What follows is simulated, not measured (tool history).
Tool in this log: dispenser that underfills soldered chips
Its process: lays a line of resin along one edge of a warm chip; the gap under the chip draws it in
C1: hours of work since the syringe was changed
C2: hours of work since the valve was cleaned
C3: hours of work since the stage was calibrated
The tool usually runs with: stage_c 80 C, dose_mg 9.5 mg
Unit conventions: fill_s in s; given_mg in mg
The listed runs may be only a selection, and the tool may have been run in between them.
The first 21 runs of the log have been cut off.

-- hour=100.6 new syringe of resin
run 22 hour=103.8 | stage_c=71 dose_mg=10.8 | C1=2 C2=36 C3=152 | fill_s=76.6 given_mg=10.47
run 23 hour=107.6 | stage_c=80 dose_mg=8.8 | C1=4 C2=38 C3=155 | fill_s=73 given_mg=8.52
run 24 hour=112 | stage_c=82 dose_mg=8.43 | C1=7 C2=41 C3=157 | fill_s=89.5 given_mg=8.04
-- hour=113.2 new syringe of resin
run 25 hour=116.1 | stage_c=94 dose_mg=9.79 | C1=2 C2=43 C3=160 | fill_s=37.5 given_mg=9.41
run 26 hour=121.3 | stage_c=94 dose_mg=9.79 | C1=5 C2=47 C3=163 | fill_s=48.9 given_mg=9.36
run 27 hour=124.1 | stage_c=84 dose_mg=11.46 | C1=7 C2=49 C3=165 | fill_s=74.1 given_mg=10.99
-- hour=125.5 new syringe of resin
run 28 hour=128.4 | stage_c=65 dose_mg=10.63 | C1=2 C2=51 C3=168 | fill_s=87.4 given_mg=10.14
run 29 hour=131.6 | stage_c=65 dose_mg=10.63 | C1=4 C2=53 C3=170 | fill_s=103.5 given_mg=10.14
run 30 hour=134.9 | stage_c=66 dose_mg=9.91 | C1=6 C2=55 C3=172 | fill_s=122.2 given_mg=9.43
-- hour=137.9 new syringe of resin
run 31 hour=139.7 | stage_c=75 dose_mg=10.64 | C1=1 C2=58 C3=175 | fill_s=61.2 given_mg=10.09
run 32 hour=142.6 | stage_c=94 dose_mg=10.1 | C1=3 C2=60 C3=177 | fill_s=41.3 given_mg=9.54
run 33 hour=148.9 | stage_c=92 dose_mg=9.06 | C1=7 C2=64 C3=181 | fill_s=62.4 given_mg=8.57
-- hour=150.2 new syringe of resin
run 34 hour=153.4 | stage_c=92 dose_mg=9.06 | C1=2 C2=67 C3=183 | fill_s=42.1 given_mg=8.41

Forecast run 35:
run 35 hour=159.9 | stage_c=73 dose_mg=10.67 | C1=6 C2=71 C3=188 | fill_s=? given_mg=?

fill_s: 98.1 s
given_mg: 9.91 mg
With the hidden condition absent and the run-to-run variation left alone, this run would have shown fill_s 57.8 s, given_mg 10.59 mg.
